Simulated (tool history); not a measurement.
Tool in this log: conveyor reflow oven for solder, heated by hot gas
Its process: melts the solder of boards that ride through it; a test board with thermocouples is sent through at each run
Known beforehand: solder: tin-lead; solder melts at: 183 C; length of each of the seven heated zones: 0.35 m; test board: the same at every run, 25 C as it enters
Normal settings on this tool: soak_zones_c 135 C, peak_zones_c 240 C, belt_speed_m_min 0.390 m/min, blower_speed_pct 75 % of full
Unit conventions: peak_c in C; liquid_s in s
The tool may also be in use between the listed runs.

run    hour  soak_zones_c  peak_zones_c  belt_speed_m_min  blower_speed_pct  peak_c  liquid_s
  1     0.0           135           240             0.390                75   225.8      89.4
  2    35.6           135           240             0.390                75   225.7      89.9
  3    76.8           126           240             0.390                75   224.0      84.4
  4   122.2           120           240             0.390                75   222.8      80.7
  5   167.2           135           240             0.390                75   225.8      88.9
  6   224.8           135           240             0.390                75   225.1      89.7
  7   282.0           135           240             0.390                86   227.9      91.9
  8   320.9           135           240             0.390                86   227.7      91.9
  9   352.9           135           240             0.390                86   229.0      93.7
 10   383.4           135           240             0.390                86   228.7      93.3
 11   429.9           135           240             0.390                86   229.0      93.8
 12   457.7           120           240             0.390                75   223.9      82.8
 13   497.4           142           240             0.390                75   227.1      94.8
 14   555.7           135           240             0.390                75   225.8      91.3
 15   604.9           135           240             0.390                75   225.6      91.2
 16   648.3           135           240             0.390                75   225.8      90.5
 17   694.1           135           240             0.390                75   227.4      92.6
 18   720.1           135           240             0.468                75   221.3      71.1
 19   758.6           135           240             0.468                75   220.9      70.9
 20   802.7           135           233             0.390                75   221.1      86.9
 21   861.6           135           233             0.390                75   220.9      87.3
 22   889.8           144           252             0.390                75   239.0     105.5
 23   943.7           135           243             0.359                72   231.6     104.2
 24  1010.1           135           243             0.359                72   233.3     106.2
 25  1077.5           135           243             0.359                72   231.8     100.4
 26  1134.1           131           240             0.322                83   234.4     113.9
 27  1197.1           131           242             0.322                80   235.4     114.3
 28  1236.6           131           250             0.409                52   223.6      78.5
 29  1279.9           125           237             0.390                75   223.0      80.4
 30  1325.1           125           237             0.390                75   222.6      80.5

Not shown here: 4 entries made in the log between runs. Locate each between two listed runs and compare the hidden state at the listed run before it with the hidden state at the listed run after it:
From run 8 to run 9: flux residue cleaned out of gas plates and filters (hour 336.2)
  heat that the gas passes to the board, % of a clean oven's: 94.4 -> 99.3; belt's true speed, % of the reading: 97.09 -> 97.03; true gas temperature in zones 6 and 7 over the reading, C: 1.77 -> 1.86
  difference, measured minus the result without the unlogged condition, peak_c: +0.8 -> +2.3 C; liquid_s: +3.2 -> +4.7 s
From run 16 to run 17: flux residue cleaned out of gas plates and filters (hour 672.9)
  heat that the gas passes to the board, % of a clean oven's: 94.3 -> 99.1; belt's true speed, % of the reading: 96.45 -> 96.37; true gas temperature in zones 6 and 7 over the reading, C: 2.76 -> 2.87
  difference, measured minus the result without the unlogged condition, peak_c: +1.9 -> +3.5 C; liquid_s: +4.8 -> +6.4 s
From run 23 to run 24: flux residue cleaned out of gas plates and filters (hour 1008.4)
  heat that the gas passes to the board, % of a clean oven's: 94.9 -> 99.8; belt's true speed, % of the reading: 95.89 -> 95.76; true gas temperature in zones 6 and 7 over the reading, C: 3.63 -> 3.82
  difference, measured minus the result without the unlogged condition, peak_c: +3.2 -> +4.7 C; liquid_s: +6.8 -> +8.4 s
From run 24 to run 25: belt drive overhauled, speed set with a stopwatch (hour 1075.9)
  heat that the gas passes to the board, % of a clean oven's: 99.8 -> 98.7; belt's true speed, % of the reading: 95.76 -> 99.88; true gas temperature in zones 6 and 7 over the reading, C: 3.82 -> 4.02
  difference, measured minus the result without the unlogged condition, peak_c: +4.7 -> +3.3 C; liquid_s: +8.4 -> +2.8 s
